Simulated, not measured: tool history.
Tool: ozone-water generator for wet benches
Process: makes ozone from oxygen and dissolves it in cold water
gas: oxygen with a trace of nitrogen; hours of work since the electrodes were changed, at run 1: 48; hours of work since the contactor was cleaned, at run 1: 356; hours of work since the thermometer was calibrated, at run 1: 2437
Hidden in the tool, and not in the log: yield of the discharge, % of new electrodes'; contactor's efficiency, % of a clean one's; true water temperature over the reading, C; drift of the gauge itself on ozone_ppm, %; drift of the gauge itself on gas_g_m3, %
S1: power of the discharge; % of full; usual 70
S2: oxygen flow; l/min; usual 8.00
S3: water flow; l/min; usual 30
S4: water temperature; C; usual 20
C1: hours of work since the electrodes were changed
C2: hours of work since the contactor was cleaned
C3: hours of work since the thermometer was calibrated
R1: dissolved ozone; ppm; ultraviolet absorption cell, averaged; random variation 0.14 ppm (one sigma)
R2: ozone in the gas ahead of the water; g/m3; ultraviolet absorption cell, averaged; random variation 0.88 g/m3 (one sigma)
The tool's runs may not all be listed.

run	hour	S1	S2	S3	S4	C1	C2	C3	R1	R2
1	0.0	70	8.00	30	20	48	356	2437	15.6	143.1
2	38.2	70	8.00	30	20	86	393	2475	15.4	144.0
3	90.8	70	8.00	30	13	138	445	2527	17.1	141.8
4	131.8	70	8.00	30	13	178	486	2567	16.9	143.6
5	163.7	70	8.00	30	26	210	517	2599	13.8	142.7
6	211.8	70	8.00	30	26	257	564	2646	14.0	141.4
7	259.1	70	8.00	30	26	304	611	2693	14.1	139.4
8	281.2	70	6.53	30	20	326	633	2715	15.4	160.2
9	318.1	70	6.53	30	20	362	669	2751	15.9	160.5
10	366.5	70	8.00	30	20	410	717	2799	15.3	141.0
11	400.0	70	8.00	30	20	443	750	2832	15.2	141.1
12	444.8	70	8.00	30	20	487	794	2876	15.3	140.1
13	477.9	70	8.00	30	20	520	827	2909	15.0	140.1
14	503.3	70	8.00	30	20	545	852	2934	15.2	140.4
15	554.3	70	8.00	30	20	595	902	2984	15.1	139.0
16	591.9	70	8.00	30	20	632	939	3021	15.1	140.0
# hour 625.5: water thermometer calibrated
17	635.9	70	8.00	30	20	675	982	10	15.0	138.8
18	664.6	70	7.88	30	26	703	1010	39	14.0	141.9
19	686.5	44	5.97	25	25	725	1032	60	13.1	131.5
20	736.4	44	5.97	29	25	774	1081	109	11.7	129.9
21	778.3	44	5.97	29	25	815	1122	151	11.5	131.4
22	812.8	66	8.00	30	27	849	1156	185	13.1	133.1
23	862.1	66	8.00	30	27	898	1205	233	12.9	134.5
24	892.9	70	8.00	30	13	928	1235	264	16.3	137.6
25	939.5	70	5.78	30	22	974	1281	309	15.0	171.6
26	987.4	99	4.37	34	13	1021	1328	357	17.0	246.6
27	1026.2	70	8.00	30	19	1060	1367	395	15.1	137.6
28	1064.3	70	8.00	30	19	1097	1404	433	15.0	138.5
29	1090.0	85	8.00	30	20	1122	1430	458	16.5	153.4
30	1121.3	40	8.77	30	20	1153	1460	489	10.9	95.2
31	1171.6	40	8.77	30	20	1203	1510	538	10.7	95.6
32	1203.8	70	4.26	40	20	1235	1542	570	10.9	204.6
33	1245.6	70	4.26	40	20	1276	1583	611	11.0	204.2
34	1275.8	70	4.06	30	20	1306	1613	641	15.0	207.6

Measured less the same run without the tool's hidden state. The same run-to-run variation is in both; the gauge's scatter may not be:
run	R1	R2
1	-0.3	-1.1
2	-0.3	-1.2
3	-0.3	-1.5
4	-0.4	-1.7
5	-0.3	-1.8
6	-0.4	-2.1
7	-0.4	-2.3
8	-0.4	-2.8
9	-0.5	-3.0
10	-0.5	-3.0
11	-0.5	-3.1
12	-0.6	-3.3
13	-0.5	-3.5
14	-0.6	-3.6
15	-0.6	-3.8
16	-0.6	-4.1
17	-0.6	-4.2
18	-0.5	-4.5
19	-0.4	-3.1
20	-0.4	-3.3
21	-0.4	-3.4
22	-0.6	-4.7
23	-0.6	-5.0
24	-0.9	-5.5
25	-0.8	-7.1
26	-1.1	-12.9
27	-0.9	-6.2
28	-0.8	-6.4
29	-1.1	-8.1
30	-0.5	-3.2
31	-0.5	-3.3
32	-0.7	-10.7
33	-0.7	-11.0
34	-1.0	-11.4
